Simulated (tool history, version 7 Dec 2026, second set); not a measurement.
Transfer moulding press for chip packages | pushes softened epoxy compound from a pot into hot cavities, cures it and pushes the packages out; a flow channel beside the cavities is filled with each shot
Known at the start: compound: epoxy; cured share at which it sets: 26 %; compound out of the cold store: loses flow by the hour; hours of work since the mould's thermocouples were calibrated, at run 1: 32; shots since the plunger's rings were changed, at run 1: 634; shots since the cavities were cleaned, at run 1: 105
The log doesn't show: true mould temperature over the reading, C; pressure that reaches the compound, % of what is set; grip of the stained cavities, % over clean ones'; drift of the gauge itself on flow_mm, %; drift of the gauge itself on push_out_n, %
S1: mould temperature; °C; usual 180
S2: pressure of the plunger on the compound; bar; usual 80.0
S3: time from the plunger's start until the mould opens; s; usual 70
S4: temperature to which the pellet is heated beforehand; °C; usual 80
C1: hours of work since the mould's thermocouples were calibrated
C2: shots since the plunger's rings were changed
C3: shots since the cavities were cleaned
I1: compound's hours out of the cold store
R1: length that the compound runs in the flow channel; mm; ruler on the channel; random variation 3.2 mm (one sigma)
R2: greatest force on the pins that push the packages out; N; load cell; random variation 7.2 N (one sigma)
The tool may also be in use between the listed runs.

run,hour,S1,S2,S3,S4,C1,C2,C3,I1,R1,R2
1,0.0,180,80.0,70,80,32,634,105,19.9,1016,326
# hour 25.5: cavities cleaned with cleaning compound and waxed
2,28.6,180,80.0,70,80,53,1142,58,25.6,967,314
# hour 55.7: cavities cleaned with cleaning compound and waxed
3,60.0,180,80.0,70,80,76,1703,82,12.8,1075,330
4,75.8,180,71.8,70,80,88,1998,377,41.0,814,299
# hour 86.6: cavities cleaned with cleaning compound and waxed
5,105.0,180,71.8,71,80,110,2517,345,28.0,903,297
# hour 117.9: cavities cleaned with cleaning compound and waxed
6,139.3,180,71.8,71,80,135,3131,400,10.5,1029,309
# hour 149.0: cavities cleaned with cleaning compound and waxed
7,163.8,174,80.0,70,80,153,3563,279,13.6,1095,522
# hour 180.1: cavities cleaned with cleaning compound and waxed
8,189.4,180,80.0,106,80,172,4015,176,38.0,883,220
# hour 211.7: cavities cleaned with cleaning compound and waxed
9,213.7,180,80.0,70,80,190,4441,38,15.0,1057,319
# hour 243.7: cavities cleaned with cleaning compound and waxed
10,248.3,180,80.0,70,84,215,5062,87,21.7,1001,308
11,270.4,180,80.0,70,84,233,5475,500,20.5,1009,322
# hour 274.6: cavities cleaned with cleaning compound and waxed
12,289.7,180,80.0,70,84,246,5808,282,46.0,829,292
# hour 307.0: cavities cleaned with cleaning compound and waxed
13,308.4,180,80.0,70,84,260,6131,27,32.4,918,297
# hour 313.8: plunger's sealing rings changed
14,324.9,180,80.0,70,80,271,207,289,8.4,1116,334
# hour 340.3: cavities cleaned with cleaning compound and waxed
15,340.7,180,78.1,70,86,282,475,8,35.5,882,300
16,367.0,184,80.0,70,80,302,967,500,13.6,1052,269
# hour 370.3: cavities cleaned with cleaning compound and waxed
# hour 400.7: cavities cleaned with cleaning compound and waxed
17,400.7,184,80.0,70,80,326,1543,0,18.5,1013,264
18,428.4,178,61.8,89,89,348,2062,519,37.3,780,251
# hour 432.9: cavities cleaned with cleaning compound and waxed
19,450.5,180,80.0,84,80,364,2448,330,17.7,1040,253
# hour 465.1: cavities cleaned with cleaning compound and waxed
# hour 479.1: mould's thermocouples calibrated
20,482.5,184,71.7,70,80,3,2982,288,28.9,885,244
# hour 498.1: cavities cleaned with cleaning compound and waxed
21,504.5,180,80.0,70,77,19,3365,119,38.5,881,302

The next listed run, before its measurement:
# hour 529.5: cavities cleaned with cleaning compound and waxed
22,531.0,173,66.7,72,82,38,3834,27,34.1,?,?

{"run 22": {"R1": 849, "R2": 469}}
Without the tool's hidden state the same run would have given R1 850 mm, R2 468 N.
